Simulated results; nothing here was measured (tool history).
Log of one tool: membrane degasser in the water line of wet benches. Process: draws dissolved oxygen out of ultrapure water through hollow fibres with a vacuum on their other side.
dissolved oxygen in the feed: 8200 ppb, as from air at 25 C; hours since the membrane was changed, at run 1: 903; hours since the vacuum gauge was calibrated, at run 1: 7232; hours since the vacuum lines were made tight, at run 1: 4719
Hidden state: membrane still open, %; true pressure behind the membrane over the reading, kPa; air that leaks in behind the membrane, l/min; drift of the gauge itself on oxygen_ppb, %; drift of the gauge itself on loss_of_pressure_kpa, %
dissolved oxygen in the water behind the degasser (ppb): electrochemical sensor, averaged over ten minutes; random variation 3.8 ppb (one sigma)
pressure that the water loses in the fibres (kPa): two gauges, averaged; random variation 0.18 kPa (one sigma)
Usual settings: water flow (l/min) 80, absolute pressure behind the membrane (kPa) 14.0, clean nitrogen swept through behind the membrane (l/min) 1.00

run	hour	water flow (l/min)	absolute pressure behind the membrane (kPa)	clean nitrogen swept through behind the membrane (l/min)	hours since the membrane was changed	hours since the vacuum gauge was calibrated	hours since the vacuum lines were made tight	dissolved oxygen in the water behind the degasser (ppb)	pressure that the water loses in the fibres (kPa)
1	0.0	80	14.0	1.00	903	7232	4719	1314.1	34.10
2	52.6	75	14.0	1.00	956	7284	4772	1260.9	32.89
3	83.2	75	14.0	1.00	986	7315	4802	1268.3	32.10
4	123.1	80	14.0	1.00	1026	7355	4842	1314.9	34.61
5	153.0	80	14.0	1.00	1056	7385	4872	1322.7	34.76
6	186.5	80	14.0	1.00	1089	7418	4906	1317.5	34.87
7	223.6	124	14.0	1.00	1127	7455	4943	1709.1	53.55
8	257.3	124	14.0	1.00	1160	7489	4976	1699.3	53.97
9	289.4	124	14.0	1.00	1192	7521	5008	1709.2	53.66
10	324.5	80	12.3	1.00	1227	7556	5043	1138.5	34.50
# hour 366.8: vacuum gauge calibrated
11	377.4	67	14.0	1.00	1280	11	5096	1142.4	28.95
12	409.8	110	14.0	1.00	1312	43	5128	1551.5	47.77
13	433.7	110	14.0	1.00	1336	67	5152	1552.9	47.85
14	484.6	70	23.9	1.76	1387	118	5203	1424.0	30.34
15	537.7	48	25.0	0.89	1440	171	5256	1820.3	20.71
16	580.0	48	22.2	0.89	1483	213	5299	1623.6	20.71
17	617.0	102	17.2	0.46	1519	250	5336	2683.1	44.02
18	660.5	102	17.2	0.46	1563	294	5379	2679.5	44.09
19	694.8	80	9.5	1.00	1597	328	5413	787.1	34.64
20	729.0	80	9.5	1.00	1632	362	5448	789.4	34.59
21	780.6	80	9.5	1.00	1683	414	5499	786.5	34.86
22	835.7	49	14.0	2.29	1738	469	5554	489.7	21.08
23	870.6	80	14.0	0.45	1773	504	5589	1958.9	34.73
24	897.6	80	13.0	1.08	1800	531	5616	1123.3	34.72

Hidden state at the last listed run before each entry between runs and at the first one after, where it differs:
Between runs 10 and 11: vacuum gauge calibrated (hour 366.8)
  membrane still open, %: 99.3 -> 99.2; true pressure behind the membrane over the reading, kPa: 0.34 -> 0.01; air that leaks in behind the membrane, l/min: 0.0153 -> 0.0155
  measured less the result without the state, dissolved oxygen in the water behind the degasser (ppb): +34.0 -> -1.6; pressure that the water loses in the fibres (kPa): +0.25 -> +0.22
